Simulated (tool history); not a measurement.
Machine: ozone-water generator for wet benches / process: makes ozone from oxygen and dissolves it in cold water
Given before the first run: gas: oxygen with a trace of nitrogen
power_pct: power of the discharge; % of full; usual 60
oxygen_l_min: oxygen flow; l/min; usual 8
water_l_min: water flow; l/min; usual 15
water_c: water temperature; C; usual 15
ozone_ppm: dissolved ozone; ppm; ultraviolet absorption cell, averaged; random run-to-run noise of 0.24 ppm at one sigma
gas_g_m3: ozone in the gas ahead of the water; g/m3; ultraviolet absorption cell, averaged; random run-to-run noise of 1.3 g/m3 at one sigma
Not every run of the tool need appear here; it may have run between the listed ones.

run	hour	power_pct	oxygen_l_min	water_l_min	water_c	ozone_ppm	gas_g_m3
1	0	60	8	15	15	34.5	239.3
2	132.6	60	8	15	15	34.4	241.6
3	196	60	8	15	15	34.6	239.4
4	277.1	60	8	15	15	34.3	236.1
5	344	60	8	15	15	34.1	237.8
6	451.9	60	8	15	15	34.2	239.2
7	588	60	8	15	15	33.4	236
# hour 596.2: water thermometer calibrated
8	674.9	60	13.55	15	8	35	176.9
9	740.9	52	13.55	15	8	32	163.9

Expected results for the next run?
10	802.6	92	9.74	15	12	?	?

{"run 10": {"ozone_ppm": 43.6, "gas_g_m3": 272.2}}
On a tool with no hidden condition, and with the same random variation, this run would have come out at ozone_ppm 48.5 ppm, gas_g_m3 283.4 g/m3.

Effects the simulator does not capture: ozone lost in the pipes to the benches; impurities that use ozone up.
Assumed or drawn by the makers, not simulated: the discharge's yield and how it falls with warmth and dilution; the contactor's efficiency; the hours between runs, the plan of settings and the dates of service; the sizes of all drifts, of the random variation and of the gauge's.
